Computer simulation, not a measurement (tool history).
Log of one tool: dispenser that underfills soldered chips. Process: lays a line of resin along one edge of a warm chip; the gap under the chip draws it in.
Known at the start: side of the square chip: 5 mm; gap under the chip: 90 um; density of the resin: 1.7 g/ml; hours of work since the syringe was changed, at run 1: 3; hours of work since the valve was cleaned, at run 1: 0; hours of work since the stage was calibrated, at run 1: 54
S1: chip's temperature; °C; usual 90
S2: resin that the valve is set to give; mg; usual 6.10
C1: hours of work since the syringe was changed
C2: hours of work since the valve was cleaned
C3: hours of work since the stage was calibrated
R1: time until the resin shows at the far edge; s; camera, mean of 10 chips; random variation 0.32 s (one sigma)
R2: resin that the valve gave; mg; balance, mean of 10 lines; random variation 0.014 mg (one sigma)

run 1 day=0.000 | S1=90 S2=6.10 | C1=3 C2=0 C3=54 | R1=14.9 R2=6.13
-- day=0.283 new syringe of resin
run 2 day=0.471 | S1=90 S2=6.10 | C1=3 C2=7 C3=61 | R1=15.0 R2=6.07
-- day=0.788 new syringe of resin
run 3 day=0.996 | S1=90 S2=6.10 | C1=3 C2=15 C3=69 | R1=15.2 R2=6.04
-- day=1.312 new syringe of resin
run 4 day=1.692 | S1=90 S2=6.10 | C1=6 C2=25 C3=79 | R1=18.6 R2=6.00
-- day=1.825 new syringe of resin
run 5 day=2.142 | S1=92 S2=6.10 | C1=5 C2=32 C3=86 | R1=16.0 R2=5.97
-- day=2.383 new syringe of resin
run 6 day=2.500 | S1=92 S2=6.10 | C1=2 C2=37 C3=91 | R1=12.9 R2=5.94
run 7 day=2.829 | S1=90 S2=7.28 | C1=7 C2=42 C3=96 | R1=18.9 R2=7.05
-- day=2.933 new syringe of resin
-- day=3.179 dispensing valve cleaned and set on the balance
run 8 day=3.308 | S1=90 S2=7.28 | C1=5 C2=2 C3=102 | R1=17.5 R2=7.25
-- day=3.492 new syringe of resin
run 9 day=3.967 | S1=90 S2=7.28 | C1=7 C2=12 C3=112 | R1=20.1 R2=7.24
-- day=4.021 new syringe of resin
run 10 day=4.296 | S1=101 S2=6.10 | C1=4 C2=16 C3=117 | R1=11.8 R2=6.02
-- day=4.525 new syringe of resin
run 11 day=4.967 | S1=101 S2=6.10 | C1=7 C2=26 C3=127 | R1=13.8 R2=5.98
-- day=5.038 new syringe of resin
-- day=5.562 new syringe of resin
run 12 day=5.562 | S1=101 S2=6.10 | C1=0 C2=35 C3=135 | R1=8.9 R2=5.96
run 13 day=6.029 | S1=101 S2=6.10 | C1=7 C2=42 C3=142 | R1=14.3 R2=5.92
-- day=6.096 new syringe of resin
-- day=6.354 dispensing valve cleaned and set on the balance
run 14 day=6.442 | S1=101 S2=6.10 | C1=5 C2=1 C3=148 | R1=11.9 R2=6.08
-- day=6.692 new syringe of resin
run 15 day=6.842 | S1=97 S2=6.10 | C1=2 C2=7 C3=154 | R1=11.6 R2=6.04
-- day=7.192 new syringe of resin
run 16 day=7.392 | S1=97 S2=6.10 | C1=3 C2=15 C3=162 | R1=12.9 R2=6.01
-- day=7.696 new syringe of resin
run 17 day=7.696 | S1=97 S2=7.47 | C1=0 C2=20 C3=166 | R1=9.8 R2=7.36
run 18 day=8.062 | S1=75 S2=6.10 | C1=6 C2=25 C3=172 | R1=29.9 R2=5.96
-- day=8.242 new syringe of resin
run 19 day=8.512 | S1=77 S2=6.38 | C1=4 C2=32 C3=178 | R1=25.0 R2=6.21
-- day=8.783 new syringe of resin
run 20 day=8.938 | S1=79 S2=5.29 | C1=2 C2=38 C3=185 | R1=21.8 R2=5.14
-- day=9.292 new syringe of resin
-- day=9.546 dispensing valve cleaned and set on the balance
run 21 day=9.667 | S1=84 S2=6.59 | C1=5 C2=2 C3=195 | R1=21.3 R2=6.58
-- day=9.854 new syringe of resin
run 22 day=10.117 | S1=84 S2=6.59 | C1=4 C2=8 C3=201 | R1=19.2 R2=6.55
-- day=10.383 new syringe of resin
run 23 day=10.650 | S1=98 S2=5.77 | C1=4 C2=16 C3=209 | R1=13.0 R2=5.71
-- day=10.929 new syringe of resin
run 24 day=11.225 | S1=93 S2=6.91 | C1=4 C2=25 C3=218 | R1=14.6 R2=6.80
-- day=11.467 new syringe of resin
run 25 day=11.896 | S1=96 S2=6.10 | C1=6 C2=35 C3=228 | R1=16.1 R2=5.94
-- day=11.967 new syringe of resin
run 26 day=12.388 | S1=96 S2=6.10 | C1=6 C2=42 C3=235 | R1=16.3 R2=5.93
-- day=12.492 new syringe of resin
-- day=12.742 dispensing valve cleaned and set on the balance
run 27 day=12.992 | S1=98 S2=6.10 | C1=7 C2=4 C3=243 | R1=15.7 R2=6.08
-- day=13.067 new syringe of resin
-- day=13.575 new syringe of resin
run 28 day=13.617 | S1=81 S2=7.17 | C1=1 C2=13 C3=252 | R1=17.6 R2=7.06
run 29 day=14.054 | S1=81 S2=7.17 | C1=7 C2=19 C3=259 | R1=27.5 R2=7.01
-- day=14.121 new syringe of resin
-- day=14.671 new syringe of resin
run 30 day=14.783 | S1=102 S2=6.96 | C1=2 C2=30 C3=269 | R1=9.3 R2=6.79
-- day=15.204 new syringe of resin
run 31 day=15.271 | S1=95 S2=6.96 | C1=1 C2=37 C3=277 | R1=10.8 R2=6.74

Forecast run 32:
-- day=15.725 new syringe of resin
run 32 day=15.725 | S1=99 S2=6.06 | C1=0 C2=44 C3=283 | R1=? R2=?

Run 32 gave R1 9.3 s, R2 5.84 mg.
Without the tool's hidden state the same run would have given R1 8.9 s, R2 6.06 mg.

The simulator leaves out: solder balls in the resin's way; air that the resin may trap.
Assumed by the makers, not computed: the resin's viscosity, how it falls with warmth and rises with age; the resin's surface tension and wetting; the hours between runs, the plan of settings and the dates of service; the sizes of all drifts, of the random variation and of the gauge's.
